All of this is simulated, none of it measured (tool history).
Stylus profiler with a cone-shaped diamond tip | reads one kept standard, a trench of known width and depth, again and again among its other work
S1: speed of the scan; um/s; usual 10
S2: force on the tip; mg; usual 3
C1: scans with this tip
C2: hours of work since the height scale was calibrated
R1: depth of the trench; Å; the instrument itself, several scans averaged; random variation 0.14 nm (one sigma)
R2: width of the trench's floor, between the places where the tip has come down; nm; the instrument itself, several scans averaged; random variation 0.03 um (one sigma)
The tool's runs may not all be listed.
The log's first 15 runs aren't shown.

run	hour	S1	S2	C1	C2	R1	R2
16	634.2	25	2.32	7132	554	5035	46500
17	658.8	10	3	7260	564	5041.6	46590
18	697.8	10	3	7463	580	5044.3	46550
19	757.4	9	1.43	7774	604	5022	46560
20	798.6	13	6.73	7988	621	5079.5	46530
21	827.3	29	1.24	8138	632	5019.9	46420
22	858	29	1.24	8298	645	5017.5	46330
23	895	8	1.24	8491	660	5018.7	46470
24	947.5	8	1.24	8764	681	5019.5	46430
25	1003.9	2	1.81	9058	704	5029.2	46450
26	1051.6	10	6.1	9306	723	5073.4	46340
27	1079.5	11	5.05	9452	734	5061.5	46430
28	1129.6	11	5.05	9713	755	5063.9	46410
29	1180.5	13	7.01	9978	775	5081.7	46360
30	1228.8	22	3.72	10229	795	5049.1	46340
31	1258.4	22	3.72	10383	807	5046.4	46270
# hour 1265.7: new tip fitted, height scale calibrated
32	1297.8	26	2.94	168	13	5054	47230
33	1337.5	7	8.29	374	29	5103.8	47270

Forecast each of these 3 alternatives for the next run:
A	1390.7	10	1.89	652	51	?	?
B	1390.7	31	5.02	652	51	?	?
C	1390.7	2	5.42	652	51	?	?

run	R1	R2
A	5038.7	47290
B	5074.9	47220
C	5076.2	47280
Without the tool's hidden state the same runs would have given:
run	R1	R2
A	5038	47340
B	5074.1	47260
C	5075.4	47330
